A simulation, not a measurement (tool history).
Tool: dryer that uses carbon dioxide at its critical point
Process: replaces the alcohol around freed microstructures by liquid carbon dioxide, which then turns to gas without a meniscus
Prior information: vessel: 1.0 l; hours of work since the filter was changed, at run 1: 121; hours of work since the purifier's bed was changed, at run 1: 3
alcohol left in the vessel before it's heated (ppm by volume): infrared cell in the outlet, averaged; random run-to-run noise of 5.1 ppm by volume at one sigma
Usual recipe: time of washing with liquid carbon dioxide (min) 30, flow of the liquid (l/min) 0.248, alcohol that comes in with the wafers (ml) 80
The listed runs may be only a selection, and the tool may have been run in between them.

run    day  time of washing with liquid carbon dioxide (min)  flow of the liquid (l/min)  alcohol that comes in with the wafers (ml)  hours of work since the filter was changed  hours of work since the purifier's bed was changed  alcohol left in the vessel before it's heated (ppm by volume)
  1  0.000                                                30                       0.248                                          80                                         121                                                   3                                                            127
  2  0.321                                                30                       0.248                                          80                                         126                                                   8                                                            136
  3  0.642                                                30                       0.248                                          80                                         130                                                  13                                                            132
  4  1.000                                                30                       0.288                                          80                                         136                                                  18                                                             43
  5  1.529                                                30                       0.288                                          80                                         144                                                  26                                                             57
  6  1.979                                                30                       0.288                                          80                                         150                                                  33                                                             37
  7  2.250                                                30                       0.354                                          80                                         155                                                  37                                                             12
  8  2.467                                                30                       0.248                                          80                                         158                                                  40                                                            145
  9  2.979                                                30                       0.248                                          80                                         165                                                  48                                                            153
 10  3.429                                                30                       0.207                                          80                                         172                                                  54                                                            406
 11  3.696                                                19                       0.309                                          42                                         176                                                  58                                                            290
 12  4.046                                                19                       0.309                                          42                                         181                                                  64                                                            288
 13  4.354                                                19                       0.211                                          29                                         186                                                  68                                                           1004
 14  4.583                                                19                       0.211                                          29                                         189                                                  72                                                           1010
 15  4.833                                                19                       0.397                                          26                                         193                                                  75                                                             60
 16  5.162                                                26                       0.365                                          26                                         198                                                  80                                                             14
 17  5.646                                                40                       0.177                                          72                                         205                                                  88                                                            206
 18  6.079                                                18                       0.177                                          72                                         212                                                  94                                                           5152
 19  6.533                                                18                       0.177                                          72                                         219                                                 101                                                           5160

Predict each of these 4 candidate next runs independently; none follows another, all start after run 19:
  A  7.033                                                22                       0.187                                          35                                         226                                                 108                                                              ?
  B  7.033                                                34                       0.161                                          74                                         226                                                 108                                                              ?
  C  7.033                                                30                       0.375                                          80                                         226                                                 108                                                              ?
  D  7.033                                                18                       0.177                                          24                                         226                                                 108                                                              ?

run  alcohol left in the vessel before it's heated (ppm by volume)
  A                                                           1133
  B                                                            793
  C                                                             17
  D                                                           1707
Stripped of hidden state, with their random variation kept, the same runs would have yielded:
run  alcohol left in the vessel before it's heated (ppm by volume)
  A                                                            739
  B                                                            447
  C                                                              5
  D                                                           1225

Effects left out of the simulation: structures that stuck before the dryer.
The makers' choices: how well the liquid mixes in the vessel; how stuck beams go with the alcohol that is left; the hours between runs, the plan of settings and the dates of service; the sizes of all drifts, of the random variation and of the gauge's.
